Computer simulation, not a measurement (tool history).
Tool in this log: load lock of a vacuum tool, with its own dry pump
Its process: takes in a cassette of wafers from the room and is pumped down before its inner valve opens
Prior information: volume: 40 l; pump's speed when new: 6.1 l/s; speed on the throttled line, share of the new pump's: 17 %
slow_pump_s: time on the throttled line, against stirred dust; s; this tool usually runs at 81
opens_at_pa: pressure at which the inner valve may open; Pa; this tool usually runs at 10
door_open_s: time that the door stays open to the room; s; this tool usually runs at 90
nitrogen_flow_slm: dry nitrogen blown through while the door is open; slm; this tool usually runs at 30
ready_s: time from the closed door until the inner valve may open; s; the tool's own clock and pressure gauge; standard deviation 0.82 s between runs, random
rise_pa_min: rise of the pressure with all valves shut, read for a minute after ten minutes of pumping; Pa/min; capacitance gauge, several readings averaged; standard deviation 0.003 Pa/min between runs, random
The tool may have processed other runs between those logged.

run    hour  slow_pump_s  opens_at_pa  door_open_s  nitrogen_flow_slm  incoming humidity of the room's air, %  ready_s  rise_pa_min
  1       0           81           10           90                 30                                    45.8    136.3        0.032
  2   334.9           81           10           90                 19                                    45.5    135.6        0.042
  3     590           81           10           90                 28                                    43.1    135.8        0.043
  4   981.7           81           10           90                 28                                    44.3    135.7        0.051
  5    1205           81           10           90                 28                                    45.7      137        0.054
  6  1374.8           81           10           90                 28                                    44.1    136.8        0.054
  7  1545.1           81           10           90                 28                                    41.7    137.6        0.064
  8  1825.2           81           10           90                 28                                    42.7    139.4        0.067
  9  2060.4           81           10           90                 28                                    45.7    137.3         0.07
 10  2227.8           81           10           90                 28                                    46.7    137.7         0.07
 11  2396.8           59           10           90                 30                                    42.5    119.4         0.07
 12  2584.4           81           10           28                 30                                    44.5    139.6         0.07
 13  2951.7          152            8          116                  7                                    45.5    196.5        0.107
 14  3328.1           73            8          137                  7                                    43.4    135.8        0.116
 15  3670.1          107           10           90                 24                                    48.5    160.5        0.107
 16  3954.8          137           10          102                 30                                      44    184.5        0.111
 17    4252           53            9           74                  6                                    45.3    120.2        0.127
 18  4491.4           75           13           90                 30                                    48.1    134.3        0.116
 19  4775.5           67           13           90                 30                                    41.1    129.1        0.125

Here are 5 independent what-if runs from the current tool condition. What would each one return?
  A  5131.1           50           10           90                  7                                    42.9        ?            ?
  B  5131.1           67            7          182                 13                                    47.1        ?            ?
  C  5131.1           81           10           90                 19                                    46.1        ?            ?
  D  5131.1           81            9          140                 30                                    42.4        ?            ?
  E  5131.1           67            8           38                 30                                    43.9        ?            ?

run  ready_s  rise_pa_min
  A    118.7         0.15
  B    135.5        0.148
  C    144.4        0.141
  D    143.4        0.139
  E    136.1        0.135
The same runs, with their run-to-run variation unchanged, on a tool lacking any hidden condition would have given:
run  ready_s  rise_pa_min
  A    101.8        0.032
  B    118.5        0.031
  C    128.9        0.023
  D    127.8        0.019
  E    119.2        0.015
